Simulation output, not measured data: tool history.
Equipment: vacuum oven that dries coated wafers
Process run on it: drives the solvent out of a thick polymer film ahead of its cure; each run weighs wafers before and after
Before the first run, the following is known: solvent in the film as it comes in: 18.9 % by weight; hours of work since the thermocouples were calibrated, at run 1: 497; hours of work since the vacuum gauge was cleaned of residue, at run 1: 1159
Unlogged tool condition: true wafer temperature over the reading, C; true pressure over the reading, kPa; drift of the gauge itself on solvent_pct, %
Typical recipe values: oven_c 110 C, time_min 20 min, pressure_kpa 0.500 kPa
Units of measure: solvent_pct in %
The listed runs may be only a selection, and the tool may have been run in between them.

| run | hour | oven_c | time_min | pressure_kpa | hours of work since the thermocouples were calibrated | hours of work since the vacuum gauge was cleaned of residue | solvent_pct |
|---|---|---|---|---|---|---|---|
| 1 | 0.0 | 110 | 20 | 0.500 | 497 | 1159 | 3.34 |
| 2 | 53.4 | 100 | 20 | 0.500 | 526 | 1188 | 5.79 |
| 3 | 81.7 | 100 | 20 | 0.500 | 541 | 1204 | 5.91 |
| 4 | 130.8 | 100 | 20 | 0.500 | 568 | 1230 | 5.91 |
| 5 | 172.1 | 100 | 20 | 0.500 | 591 | 1253 | 5.87 |
| 6 | 199.6 | 110 | 20 | 0.500 | 606 | 1268 | 3.32 |
| 7 | 225.9 | 110 | 20 | 0.500 | 620 | 1282 | 3.36 |
| 8 | 260.5 | 120 | 22 | 1.845 | 639 | 1301 | 1.46 |
| 9 | 318.3 | 120 | 22 | 0.283 | 671 | 1333 | 1.19 |
|  | 323.1 | oven's thermocouples calibrated |
| 10 | 374.4 | 96 | 17 | 0.500 | 28 | 1363 | 7.80 |
| 11 | 418.0 | 103 | 29 | 1.066 | 52 | 1387 | 3.32 |
| 12 | 444.1 | 103 | 29 | 1.066 | 66 | 1401 | 3.31 |
| 13 | 504.9 | 103 | 29 | 1.066 | 100 | 1434 | 3.39 |

Here are 5 independent what-if runs from the current tool condition. What would each one return?
| A | 558.9 | 98 | 19 | 0.689 | 129 | 1464 | ? |
| B | 558.9 | 103 | 29 | 0.296 | 129 | 1464 | ? |
| C | 558.9 | 114 | 20 | 0.802 | 129 | 1464 | ? |
| D | 558.9 | 121 | 15 | 0.737 | 129 | 1464 | ? |
| E | 558.9 | 96 | 34 | 1.663 | 129 | 1464 | ? |

| run | solvent_pct |
|---|---|
| A | 6.77 |
| B | 3.13 |
| C | 2.59 |
| D | 2.50 |
| E | 4.47 |
The same runs, with their run-to-run variation unchanged, on a tool lacking any hidden condition would have given:
| run | solvent_pct |
|---|---|
| A | 6.62 |
| B | 2.98 |
| C | 2.48 |
| D | 2.40 |
| E | 4.29 |
